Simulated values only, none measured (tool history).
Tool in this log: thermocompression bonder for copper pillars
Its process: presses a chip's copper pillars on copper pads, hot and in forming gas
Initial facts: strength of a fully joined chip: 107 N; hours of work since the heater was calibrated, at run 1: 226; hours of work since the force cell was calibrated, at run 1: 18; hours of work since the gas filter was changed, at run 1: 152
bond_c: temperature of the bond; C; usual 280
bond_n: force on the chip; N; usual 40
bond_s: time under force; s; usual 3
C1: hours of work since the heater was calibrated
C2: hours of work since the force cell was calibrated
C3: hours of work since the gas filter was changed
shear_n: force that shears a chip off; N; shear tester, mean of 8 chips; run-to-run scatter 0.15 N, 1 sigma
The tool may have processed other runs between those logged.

Run 1, hour 0.0: usual settings; C1 226; C2 18; C3 152. Result: shear_n 48.6 N.
Run 2, hour 15.5: usual settings but bond_c 253 C; C1 235; C2 28; C3 161. Result: shear_n 36.2 N.
Run 3, hour 28.3: usual settings but bond_c 253 C; C1 243; C2 36; C3 169. Result: shear_n 35.9 N.
Run 4, hour 40.0: usual settings; C1 250; C2 43; C3 176. Result: shear_n 48.5 N.
Run 5, hour 50.9: usual settings; C1 257; C2 50; C3 183. Result: shear_n 48.6 N.
Run 6, hour 67.3: usual settings but bond_s 4 s; C1 267; C2 60; C3 193. Result: shear_n 53.3 N.
At hour 70.9: force cell calibrated.
At hour 82.0: forming gas filter changed.
Run 7, hour 84.2: usual settings but bond_s 4 s; C1 276; C2 8; C3 1. Result: shear_n 54.7 N.
Run 8, hour 95.1: usual settings but bond_s 4 s; C1 283; C2 15; C3 8. Result: shear_n 54.7 N.
Run 9, hour 116.3: usual settings but bond_n 57 N, bond_s 4 s; C1 296; C2 28; C3 21. Result: shear_n 69.4 N.
Run 10, hour 131.7: usual settings but bond_c 290 C, bond_n 31 N, bond_s 7 s; C1 306; C2 37; C3 30. Result: shear_n 59.8 N.
Run 11, hour 152.9: usual settings but bond_c 266 C, bond_n 27 N; C1 319; C2 50; C3 44. Result: shear_n 30.4 N.
Run 12, hour 175.7: usual settings but bond_n 54 N; C1 333; C2 64; C3 58. Result: shear_n 61.0 N.
Run 13, hour 191.9: usual settings but bond_c 306 C, bond_n 58 N; C1 343; C2 74; C3 67. Result: shear_n 77.4 N.
At hour 195.3: force cell calibrated, once more.
Run 14, hour 214.8: usual settings but bond_c 296 C, bond_n 34 N, bond_s 6 s; C1 356; C2 12; C3 81. Result: shear_n 63.6 N.
Run 15, hour 227.2: usual settings but bond_c 296 C, bond_n 34 N, bond_s 6 s; C1 363; C2 20; C3 88. Result: shear_n 63.1 N.

Below are 4 alternative next runs, each starting from the tool's condition after run 15. Predict each:
Run A, hour 244.5: usual settings but bond_c 303 C, bond_n 51 N, bond_s 2 s; C1 374; C2 30; C3 99. Result: shear_n ?.
Run B, hour 244.5: usual settings but bond_c 290 C, bond_s 7 s; C1 374; C2 30; C3 99. Result: shear_n ?.
Run C, hour 244.5: usual settings but bond_c 281 C; C1 374; C2 30; C3 99. Result: shear_n ?.
Run D, hour 244.5: usual settings but bond_n 44 N; C1 374; C2 30; C3 99. Result: shear_n ?.

run  shear_n
  A     62.1
  B     70.0
  C     49.1
  D     52.4
With no hidden state in the tool, these same runs would have given:
run  shear_n
  A     63.2
  B     71.2
  C     50.1
  D     53.5
